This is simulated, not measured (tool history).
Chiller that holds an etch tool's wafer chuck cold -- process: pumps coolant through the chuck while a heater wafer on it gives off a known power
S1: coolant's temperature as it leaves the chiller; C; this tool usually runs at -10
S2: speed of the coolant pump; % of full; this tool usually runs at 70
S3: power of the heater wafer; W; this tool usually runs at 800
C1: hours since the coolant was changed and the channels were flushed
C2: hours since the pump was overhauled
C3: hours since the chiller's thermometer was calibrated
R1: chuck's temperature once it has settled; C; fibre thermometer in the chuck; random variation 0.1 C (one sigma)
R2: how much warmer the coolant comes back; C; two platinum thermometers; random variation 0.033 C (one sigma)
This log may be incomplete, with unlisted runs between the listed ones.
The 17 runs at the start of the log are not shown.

Run 18, hour 889.1: usual settings but S2 66 % of full, S3 642 W; C1 7376; C2 3201; C3 1338. Result: R1 -2.2 C, R2 3.65 C.
Run 19, hour 938.6: usual settings but S1 -9 C, S3 467 W; C1 7426; C2 3250; C3 1387. Result: R1 -3.6 C, R2 2.54 C.
At hour 945.5: chiller's thermometer calibrated.
Run 20, hour 1006.2: usual settings but S1 -4 C, S2 67 % of full, S3 1031 W; C1 7493; C2 3317; C3 61. Result: R1 8.3 C, R2 5.87 C.
Run 21, hour 1081.2: usual settings but S2 78 % of full, S3 589 W; C1 7568; C2 3392; C3 136. Result: R1 -3.7 C, R2 2.8 C.
Run 22, hour 1143.7: usual settings but S1 -12 C, S2 97 % of full, S3 589 W; C1 7630; C2 3454; C3 198. Result: R1 -6.9 C, R2 2.37 C.
Run 23, hour 1188: usual settings but S1 -16 C, S2 97 % of full, S3 589 W; C1 7674; C2 3498; C3 242. Result: R1 -10.9 C, R2 2.31 C.
Run 24, hour 1256.1: usual settings but S2 62 % of full, S3 560 W; C1 7743; C2 3567; C3 311. Result: R1 -2.6 C, R2 3.49 C.
Run 25, hour 1291.5: usual settings but S1 -19 C, S2 88 % of full, S3 535 W; C1 7778; C2 3602; C3 346. Result: R1 -13.9 C, R2 2.32 C.
Run 26, hour 1349.4: usual settings but S1 -19 C, S2 88 % of full, S3 535 W; C1 7836; C2 3660; C3 404. Result: R1 -13.9 C, R2 2.32 C.
At hour 1357.5: chiller's thermometer calibrated, once more.
Run 27, hour 1413.2: usual settings but S1 -15 C; C1 7899; C2 3723; C3 56. Result: R1 -5.6 C, R2 4.34 C.
Run 28, hour 1448.9: usual settings but S1 -7 C; C1 7934; C2 3758; C3 91. Result: R1 2.5 C, R2 4.37 C.
Run 29, hour 1526.4: usual settings but S1 -7 C; C1 8012; C2 3836; C3 169. Result: R1 2.5 C, R2 4.35 C.
Run 30, hour 1598.3: usual settings but S1 -1 C, S2 96 % of full, S3 444 W; C1 8084; C2 3908; C3 241. Result: R1 2.9 C, R2 1.78 C.
Run 31, hour 1650.5: usual settings but S1 -14 C, S2 88 % of full, S3 854 W; C1 8136; C2 3960; C3 293. Result: R1 -5.7 C, R2 3.68 C.
Run 32, hour 1707.9: usual settings but S1 -17 C, S2 79 % of full, S3 496 W; C1 8193; C2 4017; C3 350. Result: R1 -11.8 C, R2 2.43 C.
Run 33, hour 1752.2: usual settings but S1 -9 C, S2 69 % of full, S3 689 W; C1 8238; C2 4062; C3 395. Result: R1 -0.5 C, R2 3.88 C.

What if the next run were any one of these 3? Each begins from the tool's condition after run 33:
Run A, hour 1811.4: usual settings but S1 -9 C, S2 69 % of full, S3 667 W; C1 8297; C2 4121; C3 454. Result: R1 ?, R2 ?.
Run B, hour 1811.4: usual settings but S2 61 % of full; C1 8297; C2 4121; C3 454. Result: R1 ?, R2 ?.
Run C, hour 1811.4: usual settings but S1 -19 C, S2 80 % of full, S3 977 W; C1 8297; C2 4121; C3 454. Result: R1 ?, R2 ?.

run    R1    R2
  A    -1  3.69
  B   0.8  5.06
  C  -8.7   4.7
Stripped of hidden state, with their random variation kept, the same runs would have yielded:
run     R1    R2
  A   -2.4  3.55
  B   -1.2  4.87
  C  -10.6  4.52

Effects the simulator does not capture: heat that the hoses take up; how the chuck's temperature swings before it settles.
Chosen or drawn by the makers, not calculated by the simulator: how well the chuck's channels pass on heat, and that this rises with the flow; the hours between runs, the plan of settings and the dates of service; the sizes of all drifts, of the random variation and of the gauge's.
